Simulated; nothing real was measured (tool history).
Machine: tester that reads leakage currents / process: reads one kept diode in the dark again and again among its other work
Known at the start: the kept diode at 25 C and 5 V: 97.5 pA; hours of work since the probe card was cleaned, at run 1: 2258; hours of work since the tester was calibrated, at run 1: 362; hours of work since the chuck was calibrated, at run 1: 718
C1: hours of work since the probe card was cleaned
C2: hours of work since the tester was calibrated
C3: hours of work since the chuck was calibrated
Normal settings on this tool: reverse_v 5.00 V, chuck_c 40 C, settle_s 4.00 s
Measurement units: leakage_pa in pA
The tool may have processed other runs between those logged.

run 1 hour=0.0 | reverse_v=5.00 chuck_c=40 settle_s=4.00 | C1=2258 C2=362 C3=718 | leakage_pa=280.35
run 2 hour=70.6 | reverse_v=5.00 chuck_c=40 settle_s=8.78 | C1=2314 C2=418 C3=774 | leakage_pa=278.90
run 3 hour=135.1 | reverse_v=5.00 chuck_c=40 settle_s=4.00 | C1=2366 C2=470 C3=825 | leakage_pa=279.11
run 4 hour=233.2 | reverse_v=5.00 chuck_c=40 settle_s=1.30 | C1=2444 C2=548 C3=903 | leakage_pa=279.09
run 5 hour=313.9 | reverse_v=5.00 chuck_c=40 settle_s=4.00 | C1=2508 C2=612 C3=968 | leakage_pa=278.98
run 6 hour=400.5 | reverse_v=5.00 chuck_c=40 settle_s=4.00 | C1=2577 C2=681 C3=1036 | leakage_pa=278.37
run 7 hour=458.0 | reverse_v=5.00 chuck_c=40 settle_s=4.00 | C1=2622 C2=726 C3=1082 | leakage_pa=278.29
run 8 hour=542.3 | reverse_v=5.00 chuck_c=40 settle_s=4.00 | C1=2689 C2=793 C3=1149 | leakage_pa=277.65
run 9 hour=637.8 | reverse_v=5.00 chuck_c=49 settle_s=4.00 | C1=2765 C2=869 C3=1225 | leakage_pa=495.70
run 10 hour=690.1 | reverse_v=5.00 chuck_c=49 settle_s=4.00 | C1=2807 C2=911 C3=1266 | leakage_pa=492.32
-- hour=737.0 probe card cleaned and baked
run 11 hour=789.0 | reverse_v=1.05 chuck_c=49 settle_s=4.00 | C1=41 C2=987 C3=1343 | leakage_pa=236.20
run 12 hour=865.4 | reverse_v=5.00 chuck_c=40 settle_s=4.00 | C1=102 C2=1048 C3=1403 | leakage_pa=282.27
run 13 hour=924.5 | reverse_v=10.09 chuck_c=40 settle_s=4.00 | C1=149 C2=1095 C3=1450 | leakage_pa=401.13
-- hour=949.3 chuck's temperature calibrated
run 14 hour=991.7 | reverse_v=5.00 chuck_c=40 settle_s=4.00 | C1=201 C2=1146 C3=34 | leakage_pa=297.41
-- hour=1025.8 probe card cleaned and baked, once more
run 15 hour=1039.4 | reverse_v=5.00 chuck_c=40 settle_s=4.00 | C1=11 C2=1182 C3=69 | leakage_pa=281.96
run 16 hour=1110.9 | reverse_v=5.00 chuck_c=40 settle_s=4.00 | C1=68 C2=1239 C3=126 | leakage_pa=282.44
run 17 hour=1189.3 | reverse_v=5.00 chuck_c=40 settle_s=4.00 | C1=130 C2=1301 C3=188 | leakage_pa=282.48
run 18 hour=1270.7 | reverse_v=5.00 chuck_c=40 settle_s=4.00 | C1=195 C2=1366 C3=253 | leakage_pa=281.47
run 19 hour=1337.8 | reverse_v=5.00 chuck_c=58 settle_s=4.00 | C1=248 C2=1419 C3=306 | leakage_pa=873.96
run 20 hour=1394.0 | reverse_v=9.53 chuck_c=58 settle_s=0.36 | C1=293 C2=1464 C3=351 | leakage_pa=1197.31
run 21 hour=1499.0 | reverse_v=4.63 chuck_c=58 settle_s=0.36 | C1=376 C2=1547 C3=434 | leakage_pa=844.09
run 22 hour=1571.6 | reverse_v=15.57 chuck_c=58 settle_s=5.05 | C1=434 C2=1605 C3=492 | leakage_pa=1494.05
run 23 hour=1618.5 | reverse_v=1.01 chuck_c=22 settle_s=0.77 | C1=471 C2=1642 C3=529 | leakage_pa=37.14
run 24 hour=1720.1 | reverse_v=1.25 chuck_c=26 settle_s=4.00 | C1=552 C2=1723 C3=610 | leakage_pa=54.76
run 25 hour=1811.1 | reverse_v=1.25 chuck_c=26 settle_s=4.00 | C1=624 C2=1795 C3=683 | leakage_pa=54.82
run 26 hour=1888.5 | reverse_v=5.00 chuck_c=23 settle_s=0.53 | C1=686 C2=1857 C3=744 | leakage_pa=87.65
run 27 hour=1956.2 | reverse_v=18.36 chuck_c=23 settle_s=8.27 | C1=739 C2=1910 C3=798 | leakage_pa=161.32
run 28 hour=2032.3 | reverse_v=11.48 chuck_c=28 settle_s=0.32 | C1=800 C2=1971 C3=858 | leakage_pa=192.03
run 29 hour=2102.5 | reverse_v=5.00 chuck_c=24 settle_s=4.00 | C1=856 C2=2027 C3=914 | leakage_pa=91.96
run 30 hour=2150.9 | reverse_v=5.00 chuck_c=24 settle_s=8.76 | C1=894 C2=2065 C3=953 | leakage_pa=92.09
run 31 hour=2244.6 | reverse_v=18.33 chuck_c=38 settle_s=0.51 | C1=969 C2=2140 C3=1027 | leakage_pa=462.20
run 32 hour=2329.5 | reverse_v=3.21 chuck_c=40 settle_s=4.00 | C1=1036 C2=2207 C3=1094 | leakage_pa=226.25
run 33 hour=2425.2 | reverse_v=3.21 chuck_c=27 settle_s=1.83 | C1=1112 C2=2283 C3=1171 | leakage_pa=92.63
-- hour=2480.3 tester calibrated
run 34 hour=2505.7 | reverse_v=2.19 chuck_c=40 settle_s=0.73 | C1=1174 C2=20 C3=1233 | leakage_pa=185.90
run 35 hour=2595.8 | reverse_v=6.37 chuck_c=40 settle_s=5.23 | C1=1246 C2=92 C3=1305 | leakage_pa=303.88
run 36 hour=2694.6 | reverse_v=12.80 chuck_c=21 settle_s=0.79 | C1=1325 C2=170 C3=1383 | leakage_pa=122.18
run 37 hour=2771.8 | reverse_v=5.06 chuck_c=25 settle_s=0.66 | C1=1386 C2=232 C3=1444 | leakage_pa=100.32
-- hour=2803.6 chuck's temperature calibrated
run 38 hour=2869.2 | reverse_v=5.00 chuck_c=53 settle_s=4.08 | C1=1462 C2=307 C3=52 | leakage_pa=652.82

Pick out some run-to-run changes in leakage_pa. Of each, how much would a tool without hidden state show as well, from the settings, what came in and chance, and how much is left for the hidden state and any gauge scatter not in both results compared?
Unlogged tool condition in this case: stray current of the dirty probe card, pA a volt; current scale over the true one, %; true chuck temperature over the reading, C; drift of the gauge itself on leakage_pa, %.
Run 12 -> 13: reverse_v 5.00 -> 10.09. leakage_pa +118.86 pA: hidden state +9.95, all else +108.91.
Run 14 -> 15: probe card cleaned and baked, once more. leakage_pa -15.45 pA: hidden state -14.93, all else -0.52.
Run 18 -> 19: chuck_c 40 -> 58. leakage_pa +592.49 pA: hidden state +1.34, all else +591.15.
Run 21 -> 22: reverse_v 4.63 -> 15.57, settle_s 0.36 -> 5.05. leakage_pa +649.96 pA: hidden state +0.39, all else +649.57.
Run 22 -> 23: reverse_v 15.57 -> 1.01, chuck_c 58 -> 22, settle_s 5.05 -> 0.77. leakage_pa -1456.91 pA: hidden state -1.02, all else -1455.89.
Run 35 -> 36: reverse_v 6.37 -> 12.80, chuck_c 40 -> 21, settle_s 5.23 -> 0.79. leakage_pa -181.70 pA: hidden state +11.83, all else -193.53.
